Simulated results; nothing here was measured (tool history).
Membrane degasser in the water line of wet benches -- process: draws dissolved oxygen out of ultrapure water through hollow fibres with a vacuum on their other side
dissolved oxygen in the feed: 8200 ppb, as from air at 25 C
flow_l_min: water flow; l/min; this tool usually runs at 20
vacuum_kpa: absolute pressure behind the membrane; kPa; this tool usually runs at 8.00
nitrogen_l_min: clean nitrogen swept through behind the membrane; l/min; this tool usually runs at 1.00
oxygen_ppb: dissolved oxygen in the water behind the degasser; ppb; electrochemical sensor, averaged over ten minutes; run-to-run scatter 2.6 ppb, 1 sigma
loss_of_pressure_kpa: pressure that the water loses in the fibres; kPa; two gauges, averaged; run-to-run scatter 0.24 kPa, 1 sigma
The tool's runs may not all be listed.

run 1 day=0.000 | flow_l_min=20 vacuum_kpa=8.00 nitrogen_l_min=1.00 | oxygen_ppb=276.3 loss_of_pressure_kpa=65.20
run 2 day=7.383 | flow_l_min=20 vacuum_kpa=14.08 nitrogen_l_min=1.00 | oxygen_ppb=531.1 loss_of_pressure_kpa=65.24
run 3 day=13.921 | flow_l_min=20 vacuum_kpa=14.08 nitrogen_l_min=1.00 | oxygen_ppb=527.7 loss_of_pressure_kpa=65.41
run 4 day=21.238 | flow_l_min=27 vacuum_kpa=8.00 nitrogen_l_min=1.00 | oxygen_ppb=445.1 loss_of_pressure_kpa=88.03
run 5 day=31.579 | flow_l_min=27 vacuum_kpa=8.00 nitrogen_l_min=1.00 | oxygen_ppb=445.8 loss_of_pressure_kpa=88.34
run 6 day=39.729 | flow_l_min=27 vacuum_kpa=8.00 nitrogen_l_min=1.00 | oxygen_ppb=451.4 loss_of_pressure_kpa=88.49
run 7 day=47.804 | flow_l_min=27 vacuum_kpa=8.00 nitrogen_l_min=1.00 | oxygen_ppb=450.0 loss_of_pressure_kpa=88.10
run 8 day=56.500 | flow_l_min=27 vacuum_kpa=8.00 nitrogen_l_min=1.00 | oxygen_ppb=445.4 loss_of_pressure_kpa=88.48
run 9 day=64.588 | flow_l_min=27 vacuum_kpa=8.00 nitrogen_l_min=1.00 | oxygen_ppb=451.9 loss_of_pressure_kpa=88.10
run 10 day=70.558 | flow_l_min=24 vacuum_kpa=8.00 nitrogen_l_min=1.00 | oxygen_ppb=372.1 loss_of_pressure_kpa=78.90
run 11 day=80.692 | flow_l_min=17 vacuum_kpa=8.00 nitrogen_l_min=1.00 | oxygen_ppb=229.7 loss_of_pressure_kpa=55.70
run 12 day=88.871 | flow_l_min=17 vacuum_kpa=8.00 nitrogen_l_min=1.00 | oxygen_ppb=231.3 loss_of_pressure_kpa=55.60
-- day=89.488 vacuum gauge calibrated
run 13 day=96.812 | flow_l_min=17 vacuum_kpa=8.00 nitrogen_l_min=1.00 | oxygen_ppb=235.8 loss_of_pressure_kpa=56.11
run 14 day=107.088 | flow_l_min=20 vacuum_kpa=18.45 nitrogen_l_min=1.00 | oxygen_ppb=722.4 loss_of_pressure_kpa=65.81
run 15 day=116.100 | flow_l_min=20 vacuum_kpa=9.22 nitrogen_l_min=1.00 | oxygen_ppb=340.0 loss_of_pressure_kpa=65.89
run 16 day=121.362 | flow_l_min=20 vacuum_kpa=8.00 nitrogen_l_min=1.00 | oxygen_ppb=299.1 loss_of_pressure_kpa=65.84
run 17 day=129.725 | flow_l_min=20 vacuum_kpa=8.00 nitrogen_l_min=1.59 | oxygen_ppb=221.7 loss_of_pressure_kpa=65.99
run 18 day=141.112 | flow_l_min=20 vacuum_kpa=8.00 nitrogen_l_min=1.59 | oxygen_ppb=226.1 loss_of_pressure_kpa=65.97
-- day=143.288 vacuum gauge calibrated, once more
run 19 day=153.467 | flow_l_min=26 vacuum_kpa=4.93 nitrogen_l_min=0.42 | oxygen_ppb=337.4 loss_of_pressure_kpa=85.74
-- day=154.800 membrane cartridge changed
run 20 day=163.850 | flow_l_min=18 vacuum_kpa=8.39 nitrogen_l_min=0.54 | oxygen_ppb=376.1 loss_of_pressure_kpa=56.47
run 21 day=175.179 | flow_l_min=18 vacuum_kpa=8.39 nitrogen_l_min=0.54 | oxygen_ppb=379.1 loss_of_pressure_kpa=56.49
-- day=181.762 seals of the vacuum lines changed
run 22 day=185.383 | flow_l_min=29 vacuum_kpa=6.93 nitrogen_l_min=0.54 | oxygen_ppb=528.6 loss_of_pressure_kpa=91.28
run 23 day=193.092 | flow_l_min=29 vacuum_kpa=6.93 nitrogen_l_min=0.54 | oxygen_ppb=530.6 loss_of_pressure_kpa=91.33
run 24 day=198.825 | flow_l_min=29 vacuum_kpa=9.09 nitrogen_l_min=0.86 | oxygen_ppb=566.9 loss_of_pressure_kpa=91.57
run 25 day=209.308 | flow_l_min=20 vacuum_kpa=5.62 nitrogen_l_min=0.86 | oxygen_ppb=179.7 loss_of_pressure_kpa=62.53
run 26 day=221.296 | flow_l_min=20 vacuum_kpa=15.94 nitrogen_l_min=1.00 | oxygen_ppb=589.8 loss_of_pressure_kpa=62.96
run 27 day=229.700 | flow_l_min=20 vacuum_kpa=8.00 nitrogen_l_min=0.56 | oxygen_ppb=397.9 loss_of_pressure_kpa=63.00
run 28 day=237.646 | flow_l_min=20 vacuum_kpa=8.00 nitrogen_l_min=0.56 | oxygen_ppb=394.9 loss_of_pressure_kpa=63.27
run 29 day=246.838 | flow_l_min=20 vacuum_kpa=8.00 nitrogen_l_min=1.16 | oxygen_ppb=240.5 loss_of_pressure_kpa=63.17
run 30 day=255.917 | flow_l_min=20 vacuum_kpa=8.00 nitrogen_l_min=1.16 | oxygen_ppb=240.1 loss_of_pressure_kpa=62.98
run 31 day=265.767 | flow_l_min=20 vacuum_kpa=8.00 nitrogen_l_min=1.16 | oxygen_ppb=250.8 loss_of_pressure_kpa=63.73

Below are 4 alternative next runs, each starting from the tool's condition after run 31. Predict each:
run A day=271.725 | flow_l_min=15 vacuum_kpa=8.00 nitrogen_l_min=1.00 | oxygen_ppb=? loss_of_pressure_kpa=?
run B day=271.725 | flow_l_min=13 vacuum_kpa=7.93 nitrogen_l_min=2.32 | oxygen_ppb=? loss_of_pressure_kpa=?
run C day=271.725 | flow_l_min=28 vacuum_kpa=6.97 nitrogen_l_min=1.00 | oxygen_ppb=? loss_of_pressure_kpa=?
run D day=271.725 | flow_l_min=14 vacuum_kpa=5.51 nitrogen_l_min=0.98 | oxygen_ppb=? loss_of_pressure_kpa=?

run=A oxygen_ppb=187.5 loss_of_pressure_kpa=47.77
run=B oxygen_ppb=75.3 loss_of_pressure_kpa=41.03
run=C oxygen_ppb=390.6 loss_of_pressure_kpa=88.44
run=D oxygen_ppb=95.0 loss_of_pressure_kpa=44.30
With no hidden state in the tool, these same runs would have given:
run=A oxygen_ppb=179.7 loss_of_pressure_kpa=47.33
run=B oxygen_ppb=71.8 loss_of_pressure_kpa=40.65
run=C oxygen_ppb=374.6 loss_of_pressure_kpa=87.62
run=D oxygen_ppb=87.8 loss_of_pressure_kpa=43.89
